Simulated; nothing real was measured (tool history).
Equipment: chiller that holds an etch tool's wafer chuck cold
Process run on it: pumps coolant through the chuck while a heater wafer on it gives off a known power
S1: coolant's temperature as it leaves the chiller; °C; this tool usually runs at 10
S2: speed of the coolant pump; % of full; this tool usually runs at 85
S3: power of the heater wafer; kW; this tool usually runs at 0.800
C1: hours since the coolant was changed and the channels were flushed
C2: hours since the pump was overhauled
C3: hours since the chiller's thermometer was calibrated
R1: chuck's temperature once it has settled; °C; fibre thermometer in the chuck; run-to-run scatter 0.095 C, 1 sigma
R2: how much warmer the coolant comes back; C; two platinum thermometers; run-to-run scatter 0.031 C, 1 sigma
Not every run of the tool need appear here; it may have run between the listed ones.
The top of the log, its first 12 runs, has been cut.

| run | day | S1 | S2 | S3 | C1 | C2 | C3 | R1 | R2 |
|---|---|---|---|---|---|---|---|---|---|
| 13 | 31.462 | 10 | 85 | 0.740 | 6419 | 3753 | 79 | 15.51 | 2.81 |
| 14 | 35.383 | 10 | 85 | 0.740 | 6513 | 3847 | 173 | 15.77 | 2.83 |
| 15 | 39.233 | 10 | 85 | 0.740 | 6606 | 3939 | 266 | 15.41 | 2.88 |
| 16 | 41.800 | 10 | 85 | 0.740 | 6667 | 4001 | 327 | 15.52 | 2.82 |
|  | 43.529 | chiller's thermometer calibrated, once more |
| 17 | 44.038 | 10 | 85 | 0.740 | 6720 | 4054 | 12 | 15.81 | 2.83 |
| 18 | 46.962 | 10 | 70 | 0.676 | 6790 | 4124 | 82 | 16.19 | 3.22 |
| 19 | 50.812 | 10 | 70 | 0.676 | 6883 | 4216 | 175 | 15.91 | 3.18 |
| 20 | 52.862 | 10 | 85 | 0.568 | 6932 | 4265 | 224 | 14.60 | 2.16 |
| 21 | 55.442 | 15 | 92 | 0.522 | 6994 | 4327 | 286 | 19.18 | 1.83 |
| 22 | 58.338 | 10 | 77 | 0.754 | 7063 | 4397 | 355 | 16.73 | 3.23 |
| 23 | 60.588 | 10 | 77 | 0.754 | 7117 | 4451 | 409 | 16.48 | 3.16 |
| 24 | 63.996 | 11 | 61 | 0.715 | 7199 | 4533 | 491 | 18.24 | 3.90 |
| 25 | 65.746 | 11 | 61 | 0.715 | 7241 | 4575 | 533 | 18.12 | 3.95 |
| 26 | 69.300 | 11 | 61 | 0.715 | 7326 | 4660 | 618 | 18.17 | 3.94 |
| 27 | 71.542 | 11 | 61 | 0.715 | 7380 | 4714 | 672 | 18.16 | 3.94 |
| 28 | 74.375 | 18 | 63 | 0.419 | 7448 | 4782 | 740 | 21.98 | 2.22 |
| 29 | 77.792 | 18 | 63 | 0.419 | 7530 | 4864 | 822 | 22.27 | 2.25 |
| 30 | 80.612 | 12 | 89 | 0.419 | 7598 | 4931 | 890 | 15.30 | 1.57 |
| 31 | 84.054 | 9 | 84 | 0.629 | 7680 | 5014 | 973 | 14.20 | 2.53 |
| 32 | 87.317 | 10 | 62 | 0.776 | 7759 | 5092 | 1051 | 17.65 | 4.21 |
| 33 | 89.192 | 1 | 73 | 0.447 | 7804 | 5137 | 1096 | 4.98 | 2.09 |

Branching from run 33: 3 alternative next runs. What would each branch give?
| A | 91.108 | 18 | 73 | 0.487 | 7850 | 5183 | 1142 | ? | ? |
| B | 91.108 | 16 | 86 | 0.447 | 7850 | 5183 | 1142 | ? | ? |
| C | 91.108 | 8 | 73 | 0.732 | 7850 | 5183 | 1142 | ? | ? |

| run | R1 | R2 |
|---|---|---|
| A | 22.35 | 2.24 |
| B | 19.48 | 1.81 |
| C | 14.67 | 3.35 |
With the hidden condition removed and each run's random variation left untouched, the same runs would have given:
| run | R1 | R2 |
|---|---|---|
| A | 21.63 | 1.99 |
| B | 18.88 | 1.62 |
| C | 13.58 | 2.98 |
